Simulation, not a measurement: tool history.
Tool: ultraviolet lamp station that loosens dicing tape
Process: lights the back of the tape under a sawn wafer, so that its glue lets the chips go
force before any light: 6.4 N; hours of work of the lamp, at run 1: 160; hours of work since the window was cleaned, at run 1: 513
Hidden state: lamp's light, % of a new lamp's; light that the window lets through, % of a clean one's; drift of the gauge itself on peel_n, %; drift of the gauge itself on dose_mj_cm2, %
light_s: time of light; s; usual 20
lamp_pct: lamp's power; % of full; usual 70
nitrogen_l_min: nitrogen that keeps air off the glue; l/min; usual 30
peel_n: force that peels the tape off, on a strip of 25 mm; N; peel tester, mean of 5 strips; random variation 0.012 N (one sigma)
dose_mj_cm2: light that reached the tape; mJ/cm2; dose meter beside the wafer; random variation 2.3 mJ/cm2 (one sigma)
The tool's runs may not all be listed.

run    day  light_s  lamp_pct  nitrogen_l_min  hours of work of the lamp  hours of work since the window was cleaned  peel_n  dose_mj_cm2
  1      0       20        70              30                        160                                         513   0.696          205
  2  0.412       24        70              30                        166                                         519    0.47          249
  3  0.779       20        94              30                        171                                         524   0.382          276
  4  1.025       20        70              30                        175                                         528   0.691          205
  5  1.271       20        70              30                        178                                         531   0.719          201
  6  1.588       20        70              30                        183                                         536   0.718          206
  7  1.875       20        70              53                        187                                         540   0.532          206
  8  2.175       20        70              31                        191                                         544   0.696          202
  9  2.408       20        70              31                        194                                         547   0.711          203
 10  2.742       20        70              31                        199                                         552   0.712          203
     3.008  -- window cleaned of glue's vapour
 11  3.225       20        70              31                        206                                           3   0.591          221
 12  3.533       10        70              31                        210                                           7   1.855          112

Forecast run 13:
 13  3.967       10        70              31                        216                                          14       ?            ?

{"run 13": {"peel_n": 1.749, "dose_mj_cm2": 108}}
Without the tool's hidden state the same run would have given peel_n 1.633 N, dose_mj_cm2 115 mJ/cm2.
